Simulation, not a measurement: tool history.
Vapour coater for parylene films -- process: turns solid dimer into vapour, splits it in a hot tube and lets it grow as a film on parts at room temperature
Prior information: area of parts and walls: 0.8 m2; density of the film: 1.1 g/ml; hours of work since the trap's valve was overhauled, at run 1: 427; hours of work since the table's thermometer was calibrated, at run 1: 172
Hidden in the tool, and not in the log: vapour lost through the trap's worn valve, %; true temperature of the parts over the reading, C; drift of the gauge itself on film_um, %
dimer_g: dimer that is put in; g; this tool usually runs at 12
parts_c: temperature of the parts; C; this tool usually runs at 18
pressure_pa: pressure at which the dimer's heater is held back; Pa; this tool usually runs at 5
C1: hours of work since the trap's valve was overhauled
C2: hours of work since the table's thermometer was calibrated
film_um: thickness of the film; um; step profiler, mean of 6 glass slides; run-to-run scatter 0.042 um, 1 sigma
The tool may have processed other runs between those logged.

Run 1, hour 0: usual settings; C1 427; C2 172. Result: film_um 6.67 um.
Run 2, hour 19.1: usual settings; C1 436; C2 181. Result: film_um 6.65 um.
Run 3, hour 40.5: usual settings; C1 446; C2 191. Result: film_um 6.64 um.
Run 4, hour 77: usual settings; C1 462; C2 208. Result: film_um 6.67 um.
Run 5, hour 114.7: usual settings but parts_c 16 C; C1 480; C2 225. Result: film_um 7.2 um.
Run 6, hour 140.7: usual settings but parts_c 16 C; C1 492; C2 237. Result: film_um 7.21 um.
Run 7, hour 179.8: usual settings but parts_c 16 C; C1 510; C2 255. Result: film_um 7.18 um.
Run 8, hour 206.6: usual settings but dimer_g 7 g; C1 522; C2 267. Result: film_um 3.83 um.
Run 9, hour 246.8: usual settings but dimer_g 7 g; C1 541; C2 286. Result: film_um 3.81 um.
Run 10, hour 270.6: usual settings but dimer_g 7 g; C1 552; C2 297. Result: film_um 3.8 um.
Run 11, hour 310.7: usual settings but dimer_g 7 g, pressure_pa 7.42 Pa; C1 570; C2 315. Result: film_um 3.56 um.
Run 12, hour 356.4: usual settings but dimer_g 7 g, pressure_pa 7.42 Pa; C1 591; C2 336. Result: film_um 3.49 um.
At hour 366.9: trap's valve overhauled.
Run 13, hour 399.2: usual settings; C1 15; C2 354. Result: film_um 7.24 um.
Run 14, hour 445.5: usual settings; C1 36; C2 375. Result: film_um 7.2 um.
Run 15, hour 488.9: usual settings; C1 56; C2 395. Result: film_um 7.17 um.
Run 16, hour 515: usual settings but dimer_g 10 g; C1 68; C2 408. Result: film_um 5.98 um.
Run 17, hour 551.2: usual settings but dimer_g 5 g, parts_c 14 C; C1 85; C2 424. Result: film_um 3.57 um.
Run 18, hour 589.4: usual settings but dimer_g 5 g, parts_c 14 C; C1 102; C2 442. Result: film_um 3.61 um.
Run 19, hour 623.7: usual settings but dimer_g 7 g; C1 118; C2 458. Result: film_um 4.17 um.
Run 20, hour 642.7: usual settings but dimer_g 10 g, parts_c 13 C; C1 127; C2 466. Result: film_um 7.31 um.
Run 21, hour 677.1: usual settings but dimer_g 10 g, parts_c 13 C; C1 143; C2 482. Result: film_um 7.42 um.
Run 22, hour 713.5: usual settings but dimer_g 22 g, parts_c 28 C, pressure_pa 4.32 Pa; C1 160; C2 499. Result: film_um 8.42 um.
Run 23, hour 745.4: usual settings but dimer_g 22 g, parts_c 11 C, pressure_pa 6.58 Pa; C1 174; C2 514. Result: film_um 16.86 um.
Run 24, hour 773.8: usual settings but dimer_g 22 g, parts_c 11 C, pressure_pa 6.58 Pa; C1 187; C2 527. Result: film_um 16.93 um.
Run 25, hour 817.9: usual settings but dimer_g 9 g, pressure_pa 4.43 Pa; C1 208; C2 547. Result: film_um 5.37 um.
Run 26, hour 863.8: usual settings but dimer_g 19 g, parts_c 10 C, pressure_pa 3.23 Pa; C1 229; C2 568. Result: film_um 17.32 um.
Run 27, hour 906.3: usual settings but dimer_g 5 g, parts_c 28 C, pressure_pa 10.54 Pa; C1 248; C2 588. Result: film_um 1.59 um.
Run 28, hour 939.3: usual settings but dimer_g 6 g, parts_c 28 C, pressure_pa 6.91 Pa; C1 264; C2 603. Result: film_um 2.04 um.
Run 29, hour 983.6: usual settings but parts_c 13 C, pressure_pa 6.91 Pa; C1 284; C2 623. Result: film_um 8.17 um.

5 ways to go on from here, each from the tool as it stands after run 29. What would each give?
Run A, hour 1019.9: usual settings but dimer_g 8 g, parts_c 25 C, pressure_pa 6.91 Pa; C1 301; C2 640. Result: film_um ?.
Run B, hour 1019.9: usual settings but dimer_g 6 g, parts_c 14 C, pressure_pa 3.26 Pa; C1 301; C2 640. Result: film_um ?.
Run C, hour 1019.9: usual settings but dimer_g 7 g, parts_c 17 C, pressure_pa 3.08 Pa; C1 301; C2 640. Result: film_um ?.
Run D, hour 1019.9: usual settings but dimer_g 20 g, parts_c 11 C; C1 301; C2 640. Result: film_um ?.
Run E, hour 1019.9: usual settings but dimer_g 7 g, parts_c 19 C, pressure_pa 2.56 Pa; C1 301; C2 640. Result: film_um ?.

run  film_um
  A     3.11
  B     4.46
  C     4.63
  D    15.76
  E     4.34
Take away the tool's hidden state, keep each run's random variation, and the runs would have read:
run  film_um
  A     3.26
  B     4.68
  C     4.86
  D    16.55
  E     4.56
